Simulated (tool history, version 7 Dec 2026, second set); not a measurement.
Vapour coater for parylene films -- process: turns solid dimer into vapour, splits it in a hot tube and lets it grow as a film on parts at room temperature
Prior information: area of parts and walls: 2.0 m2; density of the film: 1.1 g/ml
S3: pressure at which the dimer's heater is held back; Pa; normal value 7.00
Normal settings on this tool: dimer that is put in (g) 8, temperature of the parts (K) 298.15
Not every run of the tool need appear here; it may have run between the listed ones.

run 1 hour=0.0 | dimer_that_is_put_in_(g)=8 temperature_of_the_parts_(K)=298.15 S3=7.00 | thickness_of_the_film_(nm)=2010
run 2 hour=36.2 | dimer_that_is_put_in_(g)=8 temperature_of_the_parts_(K)=298.15 S3=7.85 | thickness_of_the_film_(nm)=1950
run 3 hour=77.3 | dimer_that_is_put_in_(g)=8 temperature_of_the_parts_(K)=298.15 S3=7.00 | thickness_of_the_film_(nm)=1980
run 4 hour=118.7 | dimer_that_is_put_in_(g)=14 temperature_of_the_parts_(K)=298.15 S3=7.00 | thickness_of_the_film_(nm)=3480
run 5 hour=147.9 | dimer_that_is_put_in_(g)=14 temperature_of_the_parts_(K)=298.15 S3=7.00 | thickness_of_the_film_(nm)=3480
run 6 hour=186.9 | dimer_that_is_put_in_(g)=8 temperature_of_the_parts_(K)=298.15 S3=7.00 | thickness_of_the_film_(nm)=1980
run 7 hour=232.8 | dimer_that_is_put_in_(g)=8 temperature_of_the_parts_(K)=298.15 S3=7.00 | thickness_of_the_film_(nm)=1990
run 8 hour=265.1 | dimer_that_is_put_in_(g)=8 temperature_of_the_parts_(K)=298.15 S3=7.00 | thickness_of_the_film_(nm)=2000
run 9 hour=294.6 | dimer_that_is_put_in_(g)=12 temperature_of_the_parts_(K)=298.15 S3=7.00 | thickness_of_the_film_(nm)=2990
run 10 hour=338.3 | dimer_that_is_put_in_(g)=12 temperature_of_the_parts_(K)=298.15 S3=7.00 | thickness_of_the_film_(nm)=3000
run 11 hour=359.1 | dimer_that_is_put_in_(g)=12 temperature_of_the_parts_(K)=298.15 S3=7.00 | thickness_of_the_film_(nm)=3000
run 12 hour=380.5 | dimer_that_is_put_in_(g)=8 temperature_of_the_parts_(K)=298.15 S3=7.00 | thickness_of_the_film_(nm)=1990
run 13 hour=405.0 | dimer_that_is_put_in_(g)=8 temperature_of_the_parts_(K)=298.15 S3=7.00 | thickness_of_the_film_(nm)=1970
run 14 hour=426.6 | dimer_that_is_put_in_(g)=8 temperature_of_the_parts_(K)=298.15 S3=5.37 | thickness_of_the_film_(nm)=2110
run 15 hour=448.7 | dimer_that_is_put_in_(g)=8 temperature_of_the_parts_(K)=298.15 S3=5.37 | thickness_of_the_film_(nm)=2090
run 16 hour=468.6 | dimer_that_is_put_in_(g)=8 temperature_of_the_parts_(K)=298.15 S3=5.37 | thickness_of_the_film_(nm)=2090
run 17 hour=490.3 | dimer_that_is_put_in_(g)=8 temperature_of_the_parts_(K)=298.15 S3=5.37 | thickness_of_the_film_(nm)=2100
run 18 hour=528.5 | dimer_that_is_put_in_(g)=8 temperature_of_the_parts_(K)=298.15 S3=5.37 | thickness_of_the_film_(nm)=2110
run 19 hour=555.9 | dimer_that_is_put_in_(g)=8 temperature_of_the_parts_(K)=298.15 S3=5.37 | thickness_of_the_film_(nm)=2070
run 20 hour=597.4 | dimer_that_is_put_in_(g)=8 temperature_of_the_parts_(K)=291.15 S3=7.00 | thickness_of_the_film_(nm)=2210
run 21 hour=616.4 | dimer_that_is_put_in_(g)=5 temperature_of_the_parts_(K)=292.15 S3=7.00 | thickness_of_the_film_(nm)=1390
run 22 hour=648.2 | dimer_that_is_put_in_(g)=10 temperature_of_the_parts_(K)=292.15 S3=7.00 | thickness_of_the_film_(nm)=2740
run 23 hour=670.6 | dimer_that_is_put_in_(g)=10 temperature_of_the_parts_(K)=292.15 S3=7.00 | thickness_of_the_film_(nm)=2780
run 24 hour=703.5 | dimer_that_is_put_in_(g)=8 temperature_of_the_parts_(K)=306.15 S3=7.00 | thickness_of_the_film_(nm)=1760
run 25 hour=729.5 | dimer_that_is_put_in_(g)=9 temperature_of_the_parts_(K)=294.15 S3=4.40 | thickness_of_the_film_(nm)=2620
run 26 hour=773.0 | dimer_that_is_put_in_(g)=8 temperature_of_the_parts_(K)=301.15 S3=2.39 | thickness_of_the_film_(nm)=2350
run 27 hour=810.5 | dimer_that_is_put_in_(g)=8 temperature_of_the_parts_(K)=296.15 S3=2.12 | thickness_of_the_film_(nm)=2630
run 28 hour=844.7 | dimer_that_is_put_in_(g)=8 temperature_of_the_parts_(K)=296.15 S3=2.12 | thickness_of_the_film_(nm)=2620
run 29 hour=873.1 | dimer_that_is_put_in_(g)=7 temperature_of_the_parts_(K)=308.15 S3=2.36 | thickness_of_the_film_(nm)=1820
run 30 hour=893.7 | dimer_that_is_put_in_(g)=7 temperature_of_the_parts_(K)=308.15 S3=2.36 | thickness_of_the_film_(nm)=1810
run 31 hour=912.1 | dimer_that_is_put_in_(g)=7 temperature_of_the_parts_(K)=308.15 S3=2.36 | thickness_of_the_film_(nm)=1820
run 32 hour=945.8 | dimer_that_is_put_in_(g)=8 temperature_of_the_parts_(K)=290.15 S3=7.00 | thickness_of_the_film_(nm)=2320
run 33 hour=970.9 | dimer_that_is_put_in_(g)=8 temperature_of_the_parts_(K)=306.15 S3=3.14 | thickness_of_the_film_(nm)=2040
run 34 hour=999.8 | dimer_that_is_put_in_(g)=8 temperature_of_the_parts_(K)=306.15 S3=3.14 | thickness_of_the_film_(nm)=2050
run 35 hour=1025.0 | dimer_that_is_put_in_(g)=8 temperature_of_the_parts_(K)=306.15 S3=3.14 | thickness_of_the_film_(nm)=2050
run 36 hour=1071.6 | dimer_that_is_put_in_(g)=9 temperature_of_the_parts_(K)=303.15 S3=7.92 | thickness_of_the_film_(nm)=2020
run 37 hour=1091.3 | dimer_that_is_put_in_(g)=5 temperature_of_the_parts_(K)=290.15 S3=3.57 | thickness_of_the_film_(nm)=1640
run 38 hour=1127.8 | dimer_that_is_put_in_(g)=8 temperature_of_the_parts_(K)=293.15 S3=7.00 | thickness_of_the_film_(nm)=2160
run 39 hour=1172.9 | dimer_that_is_put_in_(g)=12 temperature_of_the_parts_(K)=298.15 S3=9.97 | thickness_of_the_film_(nm)=2800

Put back what was entered between runs (4 entries, withheld): which listed runs does each sit between, and how does the hidden state differ from the listed run before to the listed run after?
Runs 7 to 8: trap's valve overhauled (hour 262.7)
  vapour lost through the trap's worn valve, %: 0.3 -> 0
Runs 21 to 22: trap's valve overhauled (hour 638.8)
  vapour lost through the trap's worn valve, %: 0.4 -> 0
Runs 34 to 35: trap's valve overhauled (hour 1014.7)
  vapour lost through the trap's worn valve, %: 0.4 -> 0
Runs 35 to 36: table's thermometer calibrated (hour 1048.0)
  vapour lost through the trap's worn valve, %: 0 -> 0.1; true temperature of the parts over the reading, C: -0.04 -> 0
